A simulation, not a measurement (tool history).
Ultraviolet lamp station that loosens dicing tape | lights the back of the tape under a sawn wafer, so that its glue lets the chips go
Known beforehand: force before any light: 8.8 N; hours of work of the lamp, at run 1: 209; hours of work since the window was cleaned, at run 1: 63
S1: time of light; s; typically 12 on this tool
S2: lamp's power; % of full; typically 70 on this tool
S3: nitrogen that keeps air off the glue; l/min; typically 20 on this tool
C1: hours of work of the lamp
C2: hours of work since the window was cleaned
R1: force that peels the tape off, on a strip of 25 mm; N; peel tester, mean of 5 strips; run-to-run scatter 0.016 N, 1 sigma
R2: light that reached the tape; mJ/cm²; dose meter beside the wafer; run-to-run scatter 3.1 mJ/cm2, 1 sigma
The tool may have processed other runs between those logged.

run,day,S1,S2,S3,C1,C2,R1,R2
1,0,12,70,20,209,63,0.902,452
2,0.388,12,70,15,213,66,1.14,450
3,0.7,12,70,15,216,70,1.076,449
4,1.092,13,70,20,220,73,0.735,479
5,1.396,13,61,20,223,76,0.981,419
# day 1.442: window cleaned of glue's vapour
6,1.779,12,79,20,227,3,0.747,496
7,2.054,6,75,21,229,6,2.479,236
8,2.304,11,69,15,232,8,1.353,395
9,2.85,11,69,15,237,14,1.306,392
10,3.288,8,86,33,241,18,1.06,356
11,3.546,11,74,7,244,21,1.887,420
12,3.796,21,70,20,246,23,0.305,758

Hidden condition of the tool, last listed run before each entry between runs versus first listed run after:
After run 5, before run 6: window cleaned of glue's vapour (day 1.442)
  lamp's light, % of a new lamp's: 95.8 -> 95.7; light that the window lets through, % of a clean one's: 96.6 -> 95.4
  measured less the result without the state, R1: +0.139 -> +0.131 N; R2: -34 -> -48 mJ/cm²
